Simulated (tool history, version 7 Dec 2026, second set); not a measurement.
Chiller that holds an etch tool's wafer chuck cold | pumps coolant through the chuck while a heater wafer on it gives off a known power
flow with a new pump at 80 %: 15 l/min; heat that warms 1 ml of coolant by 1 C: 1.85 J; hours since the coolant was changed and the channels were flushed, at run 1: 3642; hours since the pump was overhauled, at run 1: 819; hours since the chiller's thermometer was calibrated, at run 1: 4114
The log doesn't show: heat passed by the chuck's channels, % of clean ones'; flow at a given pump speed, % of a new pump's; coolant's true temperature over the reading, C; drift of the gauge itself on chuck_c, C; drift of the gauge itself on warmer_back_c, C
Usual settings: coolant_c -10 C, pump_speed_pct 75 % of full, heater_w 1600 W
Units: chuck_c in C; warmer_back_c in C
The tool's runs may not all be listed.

| run | hour | coolant_c | pump_speed_pct | heater_w | hours since the coolant was changed and the channels were flushed | hours since the pump was overhauled | hours since the chiller's thermometer was calibrated | chuck_c | warmer_back_c |
|---|---|---|---|---|---|---|---|---|---|
| 1 | 0 | -10 | 75 | 1600 | 3642 | 819 | 4114 | 0.1 | 3.75 |
| 2 | 17.2 | -10 | 75 | 1600 | 3659 | 836 | 4131 | 0.1 | 3.72 |
| 3 | 51.9 | -10 | 75 | 1600 | 3694 | 871 | 4166 | 0.1 | 3.8 |
| 4 | 79.6 | -10 | 75 | 1600 | 3721 | 899 | 4194 | 0.2 | 3.77 |
| 5 | 100.2 | -10 | 75 | 1600 | 3742 | 919 | 4214 | 0.3 | 3.79 |
| 6 | 122.6 | -10 | 75 | 1600 | 3764 | 942 | 4237 | 0.2 | 3.76 |
| 7 | 161.5 | -10 | 93 | 1232 | 3803 | 981 | 4276 | -3.3 | 2.25 |
| 8 | 177.9 | -15 | 98 | 1891 | 3820 | 997 | 4292 | -5.4 | 3.3 |
| 9 | 212.5 | -10 | 78 | 871 | 3854 | 1032 | 4327 | -4.6 | 1.99 |
| 10 | 245.4 | -10 | 78 | 871 | 3887 | 1065 | 4360 | -4.7 | 2.07 |
| 11 | 265.6 | -14 | 82 | 1054 | 3907 | 1085 | 4380 | -7.7 | 2.33 |

Hidden state or all else? Some run-to-run changes of warmer_back_c, split into what the settings, what came in and random variation would give without the hidden state, and what is left for the hidden state (with any gauge scatter that isn't in both results):
Run 6 -> 7: pump_speed_pct 75 -> 93, heater_w 1600 -> 1232. warmer_back_c -1.51 C: hidden state +0.02, all else -1.53.
